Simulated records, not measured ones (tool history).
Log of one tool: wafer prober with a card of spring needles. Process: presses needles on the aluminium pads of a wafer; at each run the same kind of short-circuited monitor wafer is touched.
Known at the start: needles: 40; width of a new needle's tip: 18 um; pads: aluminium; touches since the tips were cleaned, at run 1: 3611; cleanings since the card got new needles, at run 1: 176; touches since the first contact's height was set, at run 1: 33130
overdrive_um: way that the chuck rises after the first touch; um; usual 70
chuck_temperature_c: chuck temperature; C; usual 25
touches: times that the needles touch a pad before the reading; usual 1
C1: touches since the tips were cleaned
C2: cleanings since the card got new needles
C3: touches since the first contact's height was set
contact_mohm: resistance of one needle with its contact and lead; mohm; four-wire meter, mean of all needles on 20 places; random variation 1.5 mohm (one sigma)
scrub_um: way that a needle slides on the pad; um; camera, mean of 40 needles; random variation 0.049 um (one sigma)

run 1 hour=0 | overdrive_um=70 chuck_temperature_c=25 touches=1 | C1=3611 C2=176 C3=33130 | contact_mohm=138 scrub_um=15.05
-- hour=5.3 tips cleaned on abrasive film
-- hour=15.8 tips cleaned on abrasive film
-- hour=28.9 tips cleaned on abrasive film
-- hour=39.4 tips cleaned on abrasive film
-- hour=49.9 tips cleaned on abrasive film
run 2 hour=58.7 | overdrive_um=70 chuck_temperature_c=25 touches=1 | C1=4346 C2=181 C3=61862 | contact_mohm=139 scrub_um=15.06
-- hour=61.4 tips cleaned on abrasive film
-- hour=71.9 tips cleaned on abrasive film
-- hour=82.4 tips cleaned on abrasive film
-- hour=92.9 tips cleaned on abrasive film
-- hour=106 tips cleaned on abrasive film
-- hour=119.1 tips cleaned on abrasive film
-- hour=131 tips cleaned on abrasive film
run 3 hour=131 | overdrive_um=70 chuck_temperature_c=37 touches=1 | C1=0 C2=188 C3=97176 | contact_mohm=139 scrub_um=15.07
-- hour=144.1 tips cleaned on abrasive film
-- hour=157.2 tips cleaned on abrasive film
run 4 hour=167.5 | overdrive_um=70 chuck_temperature_c=37 touches=1 | C1=5118 C2=190 C3=115127 | contact_mohm=142 scrub_um=15.05
-- hour=170.2 tips cleaned on abrasive film
-- hour=180.7 tips cleaned on abrasive film
-- hour=191.2 tips cleaned on abrasive film
-- hour=201.7 tips cleaned on abrasive film
run 5 hour=204.5 | overdrive_um=70 chuck_temperature_c=25 touches=1 | C1=1370 C2=194 C3=133182 | contact_mohm=139 scrub_um=15.09
-- hour=212.4 tips cleaned on abrasive film
-- hour=222.9 tips cleaned on abrasive film
-- hour=236 tips cleaned on abrasive film
-- hour=249.1 tips cleaned on abrasive film
-- hour=259.6 tips cleaned on abrasive film
run 6 hour=264.7 | overdrive_um=70 chuck_temperature_c=25 touches=1 | C1=2528 C2=199 C3=162664 | contact_mohm=139 scrub_um=15.11
-- hour=272.6 tips cleaned on abrasive film
-- hour=285.7 tips cleaned on abrasive film
-- hour=296.2 tips cleaned on abrasive film
-- hour=306.7 tips cleaned on abrasive film
-- hour=319.8 tips cleaned on abrasive film
-- hour=330.3 tips cleaned on abrasive film
-- hour=343.3 tips cleaned on abrasive film
run 7 hour=343.3 | overdrive_um=70 chuck_temperature_c=25 touches=1 | C1=0 C2=206 C3=201102 | contact_mohm=137 scrub_um=15
-- hour=356.4 tips cleaned on abrasive film
-- hour=369.5 tips cleaned on abrasive film
-- hour=382.6 tips cleaned on abrasive film
-- hour=393.1 tips cleaned on abrasive film
-- hour=403.6 tips cleaned on abrasive film
-- hour=414.1 tips cleaned on abrasive film
-- hour=427.2 tips cleaned on abrasive film
-- hour=428.8 height of the first contact set anew
run 8 hour=428.8 | overdrive_um=89 chuck_temperature_c=25 touches=1 | C1=638 C2=213 C3=0 | contact_mohm=135 scrub_um=19.21
-- hour=439.3 tips cleaned on abrasive film
-- hour=449.8 tips cleaned on abrasive film
-- hour=462.9 tips cleaned on abrasive film
-- hour=473.4 tips cleaned on abrasive film
-- hour=483.9 tips cleaned on abrasive film
-- hour=497 tips cleaned on abrasive film
-- hour=507.5 tips cleaned on abrasive film
-- hour=519.1 tips cleaned on abrasive film
run 9 hour=519.1 | overdrive_um=70 chuck_temperature_c=35 touches=2 | C1=0 C2=221 C3=44161 | contact_mohm=140 scrub_um=15.07
-- hour=529.6 tips cleaned on abrasive film
-- hour=540.1 tips cleaned on abrasive film
-- hour=553.2 tips cleaned on abrasive film
-- hour=566.3 tips cleaned on abrasive film
-- hour=576.8 tips cleaned on abrasive film
-- hour=587.3 tips cleaned on abrasive film
-- hour=597.8 tips cleaned on abrasive film
run 10 hour=606.6 | overdrive_um=70 chuck_temperature_c=35 touches=2 | C1=4344 C2=228 C3=87009 | contact_mohm=138 scrub_um=15.16
-- hour=609.3 tips cleaned on abrasive film
-- hour=619.8 tips cleaned on abrasive film
-- hour=630.3 tips cleaned on abrasive film
-- hour=640.8 tips cleaned on abrasive film
-- hour=653.9 tips cleaned on abrasive film
-- hour=664.4 tips cleaned on abrasive film
run 11 hour=667.7 | overdrive_um=70 chuck_temperature_c=35 touches=2 | C1=1655 C2=234 C3=116901 | contact_mohm=141 scrub_um=15.1
-- hour=675.6 tips cleaned on abrasive film
-- hour=686.1 tips cleaned on abrasive film
-- hour=696.6 tips cleaned on abrasive film
-- hour=709.7 tips cleaned on abrasive film
run 12 hour=712 | overdrive_um=61 chuck_temperature_c=74 touches=2 | C1=1091 C2=238 C3=138528 | contact_mohm=149 scrub_um=13.12
-- hour=722.5 tips cleaned on abrasive film
-- hour=733 tips cleaned on abrasive film
-- hour=746.1 tips cleaned on abrasive film
-- hour=756.6 tips cleaned on abrasive film
-- hour=767.1 tips cleaned on abrasive film
run 13 hour=774.4 | overdrive_um=88 chuck_temperature_c=25 touches=2 | C1=3632 C2=243 C3=169112 | contact_mohm=135 scrub_um=18.91
-- hour=779.7 tips cleaned on abrasive film
-- hour=792.8 tips cleaned on abrasive film
-- hour=805.9 tips cleaned on abrasive film
-- hour=819 tips cleaned on abrasive film
-- hour=829.5 tips cleaned on abrasive film
-- hour=840 tips cleaned on abrasive film
run 14 hour=841.2 | overdrive_um=88 chuck_temperature_c=25 touches=2 | C1=567 C2=249 C3=201765 | contact_mohm=136 scrub_um=18.97
-- hour=851.7 tips cleaned on abrasive film
-- hour=862.2 tips cleaned on abrasive film
-- hour=872.7 tips cleaned on abrasive film
-- hour=885.8 tips cleaned on abrasive film
-- hour=896.3 tips cleaned on abrasive film
-- hour=909.4 tips cleaned on abrasive film
-- hour=919.9 tips cleaned on abrasive film
-- hour=925.4 height of the first contact set anew
-- hour=932.4 tips cleaned on abrasive film
run 15 hour=932.4 | overdrive_um=53 chuck_temperature_c=54 touches=3 | C1=0 C2=257 C3=3395 | contact_mohm=146 scrub_um=11.41
-- hour=945.5 tips cleaned on abrasive film
-- hour=956 tips cleaned on abrasive film
-- hour=966.5 tips cleaned on abrasive film
-- hour=977 tips cleaned on abrasive film
-- hour=990.1 tips cleaned on abrasive film
run 16 hour=992.7 | overdrive_um=53 chuck_temperature_c=54 touches=3 | C1=1310 C2=262 C3=32940 | contact_mohm=146 scrub_um=11.45

Hidden state at the last listed run before each entry between runs and at the first one after, where it differs:
Between runs 1 and 2: tips cleaned on abrasive film (hour 5.3); tips cleaned on abrasive film (hour 15.8); tips cleaned on abrasive film (hour 28.9); tips cleaned on abrasive film (hour 39.4); tips cleaned on abrasive film (hour 49.9)
  debris on the tips, nm: 1.2 -> 1.3
Between runs 2 and 3: tips cleaned on abrasive film (hour 61.4); tips cleaned on abrasive film (hour 71.9); tips cleaned on abrasive film (hour 82.4); tips cleaned on abrasive film (hour 92.9); tips cleaned on abrasive film (hour 106); tips cleaned on abrasive film (hour 119.1); tips cleaned on abrasive film (hour 131)
  debris on the tips, nm: 1.3 -> 0.1; way that the needles fall short of the set height, um: 0 -> 0.01; tips' diameter, um: 18.02 -> 18.03
Between runs 3 and 4: tips cleaned on abrasive film (hour 144.1); tips cleaned on abrasive film (hour 157.2)
  debris on the tips, nm: 0.1 -> 1.3
Between runs 4 and 5: tips cleaned on abrasive film (hour 170.2); tips cleaned on abrasive film (hour 180.7); tips cleaned on abrasive film (hour 191.2); tips cleaned on abrasive film (hour 201.7)
  debris on the tips, nm: 1.3 -> 0.8
Between runs 5 and 6: tips cleaned on abrasive film (hour 212.4); tips cleaned on abrasive film (hour 222.9); tips cleaned on abrasive film (hour 236); tips cleaned on abrasive film (hour 249.1); tips cleaned on abrasive film (hour 259.6)
  debris on the tips, nm: 0.8 -> 1
Between runs 6 and 7: tips cleaned on abrasive film (hour 272.6); tips cleaned on abrasive film (hour 285.7); tips cleaned on abrasive film (hour 296.2); tips cleaned on abrasive film (hour 306.7); tips cleaned on abrasive film (hour 319.8); tips cleaned on abrasive film (hour 330.3); tips cleaned on abrasive film (hour 343.3)
  debris on the tips, nm: 1 -> 0.2
Between runs 7 and 8: tips cleaned on abrasive film (hour 356.4); tips cleaned on abrasive film (hour 369.5); tips cleaned on abrasive film (hour 382.6); tips cleaned on abrasive film (hour 393.1); tips cleaned on abrasive film (hour 403.6); tips cleaned on abrasive film (hour 414.1); tips cleaned on abrasive film (hour 427.2); height of the first contact set anew (hour 428.8)
  debris on the tips, nm: 0.2 -> 0.4; way that the needles fall short of the set height, um: 0.01 -> 0
Between runs 8 and 9: tips cleaned on abrasive film (hour 439.3); tips cleaned on abrasive film (hour 449.8); tips cleaned on abrasive film (hour 462.9); tips cleaned on abrasive film (hour 473.4); tips cleaned on abrasive film (hour 483.9); tips cleaned on abrasive film (hour 497); tips cleaned on abrasive film (hour 507.5); tips cleaned on abrasive film (hour 519.1)
  debris on the tips, nm: 0.4 -> 0.1
Between runs 9 and 10: tips cleaned on abrasive film (hour 529.6); tips cleaned on abrasive film (hour 540.1); tips cleaned on abrasive film (hour 553.2); tips cleaned on abrasive film (hour 566.3); tips cleaned on abrasive film (hour 576.8); tips cleaned on abrasive film (hour 587.3); tips cleaned on abrasive film (hour 597.8)
  debris on the tips, nm: 0.1 -> 1.2; way that the needles fall short of the set height, um: 0 -> 0.01
Between runs 10 and 11: tips cleaned on abrasive film (hour 609.3); tips cleaned on abrasive film (hour 619.8); tips cleaned on abrasive film (hour 630.3); tips cleaned on abrasive film (hour 640.8); tips cleaned on abrasive film (hour 653.9); tips cleaned on abrasive film (hour 664.4)
  debris on the tips, nm: 1.2 -> 0.9
Between runs 11 and 12: tips cleaned on abrasive film (hour 675.6); tips cleaned on abrasive film (hour 686.1); tips cleaned on abrasive film (hour 696.6); tips cleaned on abrasive film (hour 709.7)
  debris on the tips, nm: 0.9 -> 0.8
Between runs 12 and 13: tips cleaned on abrasive film (hour 722.5); tips cleaned on abrasive film (hour 733); tips cleaned on abrasive film (hour 746.1); tips cleaned on abrasive film (hour 756.6); tips cleaned on abrasive film (hour 767.1)
  debris on the tips, nm: 0.8 -> 1.2
Between runs 13 and 14: tips cleaned on abrasive film (hour 779.7); tips cleaned on abrasive film (hour 792.8); tips cleaned on abrasive film (hour 805.9); tips cleaned on abrasive film (hour 819); tips cleaned on abrasive film (hour 829.5); tips cleaned on abrasive film (hour 840)
  debris on the tips, nm: 1.2 -> 0.5
Between runs 14 and 15: tips cleaned on abrasive film (hour 851.7); tips cleaned on abrasive film (hour 862.2); tips cleaned on abrasive film (hour 872.7); tips cleaned on abrasive film (hour 885.8); tips cleaned on abrasive film (hour 896.3); tips cleaned on abrasive film (hour 909.4); tips cleaned on abrasive film (hour 919.9); height of the first contact set anew (hour 925.4); tips cleaned on abrasive film (hour 932.4)
  debris on the tips, nm: 0.5 -> 0.1; way that the needles fall short of the set height, um: 0.01 -> 0; tips' diameter, um: 18.03 -> 18.04
Between runs 15 and 16: tips cleaned on abrasive film (hour 945.5); tips cleaned on abrasive film (hour 956); tips cleaned on abrasive film (hour 966.5); tips cleaned on abrasive film (hour 977); tips cleaned on abrasive film (hour 990.1)
  debris on the tips, nm: 0.1 -> 0.7
